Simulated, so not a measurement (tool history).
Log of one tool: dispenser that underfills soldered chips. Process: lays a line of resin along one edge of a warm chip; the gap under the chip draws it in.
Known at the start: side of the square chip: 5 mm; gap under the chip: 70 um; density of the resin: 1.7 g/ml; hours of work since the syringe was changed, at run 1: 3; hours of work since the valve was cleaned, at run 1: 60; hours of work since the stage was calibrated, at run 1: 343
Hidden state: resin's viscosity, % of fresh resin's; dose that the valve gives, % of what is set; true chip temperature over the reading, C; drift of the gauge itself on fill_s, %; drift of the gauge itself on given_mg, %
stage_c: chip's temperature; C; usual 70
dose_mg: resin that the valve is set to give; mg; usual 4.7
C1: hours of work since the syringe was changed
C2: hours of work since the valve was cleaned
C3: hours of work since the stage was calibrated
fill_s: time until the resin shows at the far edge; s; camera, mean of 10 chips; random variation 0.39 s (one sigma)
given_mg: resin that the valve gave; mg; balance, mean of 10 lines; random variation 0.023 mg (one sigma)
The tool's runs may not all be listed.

Run 1, hour 0: usual settings; C1 3; C2 60; C3 343. Result: fill_s 25.7 s, given_mg 4.41 mg.
At hour 4.9: new syringe of resin.
Run 2, hour 6.9: usual settings; C1 1; C2 64; C3 347. Result: fill_s 24.3 s, given_mg 4.36 mg.
At hour 14.6: new syringe of resin.
Run 3, hour 20.4: usual settings; C1 4; C2 72; C3 355. Result: fill_s 27.8 s, given_mg 4.36 mg.
At hour 24.7: new syringe of resin.
At hour 35.3: new syringe of resin.
Run 4, hour 35.3: usual settings; C1 0; C2 81; C3 364. Result: fill_s 22.7 s, given_mg 4.31 mg.
At hour 45.3: new syringe of resin.
Run 5, hour 49: usual settings; C1 2; C2 89; C3 372. Result: fill_s 25.1 s, given_mg 4.26 mg.
At hour 55.3: dispensing valve cleaned and set on the balance.
At hour 56.4: new syringe of resin.
Run 6, hour 56.9: usual settings but stage_c 80 C, dose_mg 4.48 mg; C1 0; C2 1; C3 376. Result: fill_s 15.4 s, given_mg 4.45 mg.
At hour 66.2: new syringe of resin.
Run 7, hour 68.7: usual settings but stage_c 69 C, dose_mg 6.08 mg; C1 2; C2 8; C3 383. Result: fill_s 24.4 s, given_mg 6.04 mg.
At hour 76.8: new syringe of resin.
Run 8, hour 77.5: usual settings but stage_c 69 C, dose_mg 6.08 mg; C1 0; C2 13; C3 389. Result: fill_s 23.6 s, given_mg 6.01 mg.
At hour 86.7: new syringe of resin.
Run 9, hour 92: usual settings but stage_c 75 C, dose_mg 4.14 mg; C1 3; C2 22; C3 397. Result: fill_s 21.9 s, given_mg 4.07 mg.
At hour 96.5: new syringe of resin.
At hour 106.4: new syringe of resin.
Run 10, hour 106.6: usual settings but stage_c 75 C, dose_mg 4.14 mg; C1 0; C2 30; C3 406. Result: fill_s 18.6 s, given_mg 4.03 mg.

4 ways to go on from here, each from the tool as it stands after run 10. What would each give?
At hour 116.9: new syringe of resin.
Run A, hour 120.7: usual settings but stage_c 67 C; C1 2; C2 39; C3 414. Result: fill_s ?, given_mg ?.
At hour 116.9: new syringe of resin.
Run B, hour 120.7: usual settings but stage_c 79 C, dose_mg 5.02 mg; C1 2; C2 39; C3 414. Result: fill_s ?, given_mg ?.
At hour 116.9: new syringe of resin.
Run C, hour 120.7: usual settings but stage_c 60 C, dose_mg 5.62 mg; C1 2; C2 39; C3 414. Result: fill_s ?, given_mg ?.
At hour 116.9: new syringe of resin.
Run D, hour 120.7: usual settings but stage_c 56 C, dose_mg 5.24 mg; C1 2; C2 39; C3 414. Result: fill_s ?, given_mg ?.

run  fill_s  given_mg
  A      29       4.5
  B    17.9      4.81
  C      38      5.42
  D    45.8      5.05
Without the tool's hidden state the same runs would have given:
run  fill_s  given_mg
  A    28.3      4.67
  B    17.4      4.99
  C    37.4      5.63
  D    45.1      5.24
